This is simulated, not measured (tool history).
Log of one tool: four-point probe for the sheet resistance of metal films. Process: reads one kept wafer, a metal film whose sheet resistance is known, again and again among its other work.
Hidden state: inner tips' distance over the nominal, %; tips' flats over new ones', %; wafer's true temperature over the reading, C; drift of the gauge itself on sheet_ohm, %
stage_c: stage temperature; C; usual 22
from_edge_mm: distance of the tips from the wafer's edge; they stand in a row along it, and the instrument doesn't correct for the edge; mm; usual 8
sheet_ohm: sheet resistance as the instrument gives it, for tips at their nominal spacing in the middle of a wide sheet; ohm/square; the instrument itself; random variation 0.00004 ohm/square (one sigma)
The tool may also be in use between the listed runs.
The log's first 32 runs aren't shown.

run   hour  stage_c  from_edge_mm  touches since the probe head was changed  hours of work since the stage's thermometer was calibrated  sheet_ohm
 33  562.4       28             9                                     60127                                                         760    0.19968
 34  572.6       26            33                                     60588                                                         768   0.198582
 35  584.4       21            62                                     61120                                                         777   0.198717
 36    609       26            12                                     62229                                                         797   0.199223
 37  624.4       26            35                                     62924                                                         809   0.198551
 38    638       18            14                                     63536                                                         820   0.199358
 39  654.8       21            25                                     64294                                                         833   0.198691
 40  669.7       22            24                                     64963                                                         844   0.198738
 41  680.5       22            24                                     65449                                                         853    0.19869
 42  694.8       20            12                                     66095                                                         864   0.199407
 43    714       20            12                                     66961                                                         879   0.199312
 44  725.1       30             3                                     67461                                                         888    0.20929

4 ways to go on from here, each from the tool as it stands after run 44. What would each give?
  A  738.4       28            50                                     68059                                                         898          ?
  B  738.4       20             5                                     68059                                                         898          ?
  C  738.4       35             3                                     68059                                                         898          ?
  D  738.4       26             3                                     68059                                                         898          ?

run  sheet_ohm
  A   0.198205
  B   0.202784
  C   0.208986
  D   0.209446
Without the tool's hidden state the same runs would have given:
run  sheet_ohm
  A   0.200162
  B   0.204789
  C   0.211037
  D   0.211507
